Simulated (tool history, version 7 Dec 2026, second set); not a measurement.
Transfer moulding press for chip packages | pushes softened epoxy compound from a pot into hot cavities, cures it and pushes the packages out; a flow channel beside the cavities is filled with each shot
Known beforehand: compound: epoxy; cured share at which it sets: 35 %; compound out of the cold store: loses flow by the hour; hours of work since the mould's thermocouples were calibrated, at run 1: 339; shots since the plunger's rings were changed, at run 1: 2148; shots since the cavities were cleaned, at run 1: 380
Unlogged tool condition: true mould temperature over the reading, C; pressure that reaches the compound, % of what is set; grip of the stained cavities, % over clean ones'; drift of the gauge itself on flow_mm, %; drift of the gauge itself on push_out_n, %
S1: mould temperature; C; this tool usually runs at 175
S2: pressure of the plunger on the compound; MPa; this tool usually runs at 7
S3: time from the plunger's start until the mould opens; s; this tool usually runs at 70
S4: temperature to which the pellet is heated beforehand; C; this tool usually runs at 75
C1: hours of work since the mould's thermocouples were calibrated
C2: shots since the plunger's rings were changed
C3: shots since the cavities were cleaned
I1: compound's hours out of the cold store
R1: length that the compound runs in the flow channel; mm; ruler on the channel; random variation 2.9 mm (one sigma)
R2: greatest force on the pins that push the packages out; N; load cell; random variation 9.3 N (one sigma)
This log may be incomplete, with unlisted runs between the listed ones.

| run | hour | S1 | S2 | S3 | S4 | C1 | C2 | C3 | I1 | R1 | R2 |
|---|---|---|---|---|---|---|---|---|---|---|---|
| 1 | 0 | 175 | 7 | 70 | 75 | 339 | 2148 | 380 | 17.6 | 892 | 422 |
|  | 5.3 | cavities cleaned with cleaning compound and waxed |
| 2 | 9 | 175 | 7 | 104 | 75 | 344 | 2272 | 61 | 31 | 867 | 218 |
| 3 | 17.1 | 175 | 7 | 104 | 65 | 350 | 2407 | 196 | 25.9 | 872 | 218 |
| 4 | 28.2 | 176 | 7 | 104 | 65 | 359 | 2592 | 381 | 33 | 858 | 227 |
|  | 33.8 | cavities cleaned with cleaning compound and waxed |
| 5 | 39.9 | 176 | 7 | 104 | 65 | 366 | 2762 | 101 | 10.1 | 901 | 227 |
| 6 | 48.3 | 176 | 7 | 104 | 65 | 373 | 2902 | 241 | 33.1 | 864 | 226 |
| 7 | 55.7 | 176 | 7 | 104 | 65 | 378 | 3025 | 364 | 11.1 | 898 | 223 |
|  | 62 | cavities cleaned with cleaning compound and waxed |
| 8 | 67.6 | 176 | 7 | 104 | 65 | 386 | 3198 | 93 | 32.2 | 855 | 214 |
| 9 | 75.4 | 172 | 7 | 104 | 70 | 392 | 3329 | 224 | 30.7 | 880 | 238 |
| 10 | 86.3 | 179 | 5.95 | 52 | 75 | 400 | 3510 | 405 | 15.2 | 808 | 758 |
|  | 90.3 | cavities cleaned with cleaning compound and waxed |
| 11 | 96.8 | 172 | 6.38 | 70 | 75 | 407 | 3660 | 107 | 41 | 819 | 500 |
| 12 | 102.5 | 175 | 6.12 | 77 | 75 | 411 | 3755 | 202 | 34.2 | 800 | 322 |
| 13 | 108.1 | 180 | 7 | 70 | 74 | 416 | 3849 | 296 | 20 | 873 | 302 |
|  | 118.4 | cavities cleaned with cleaning compound and waxed |
| 14 | 120.6 | 175 | 7.35 | 58 | 75 | 424 | 4032 | 37 | 17.3 | 913 | 698 |

Alternative continuations, all from the tool just after run 14; predict every row:
| A | 126.2 | 169 | 7 | 70 | 75 | 428 | 4125 | 130 | 44.6 | ? | ? |
| B | 126.2 | 175 | 7 | 69 | 75 | 428 | 4125 | 130 | 8.3 | ? | ? |
| C | 126.2 | 175 | 7.19 | 72 | 66 | 428 | 4125 | 130 | 42.4 | ? | ? |
| D | 126.2 | 171 | 7.74 | 84 | 75 | 428 | 4125 | 130 | 22.3 | ? | ? |
| E | 126.2 | 170 | 6.74 | 101 | 75 | 428 | 4125 | 130 | 35.5 | ? | ? |

| run | R1 | R2 |
|---|---|---|
| A | 862 | 628 |
| B | 905 | 469 |
| C | 853 | 408 |
| D | 944 | 348 |
| E | 861 | 256 |
The same runs, with their run-to-run variation unchanged, on a tool lacking any hidden condition would have given:
| run | R1 | R2 |
|---|---|---|
| A | 862 | 627 |
| B | 905 | 468 |
| C | 853 | 408 |
| D | 945 | 347 |
| E | 862 | 256 |

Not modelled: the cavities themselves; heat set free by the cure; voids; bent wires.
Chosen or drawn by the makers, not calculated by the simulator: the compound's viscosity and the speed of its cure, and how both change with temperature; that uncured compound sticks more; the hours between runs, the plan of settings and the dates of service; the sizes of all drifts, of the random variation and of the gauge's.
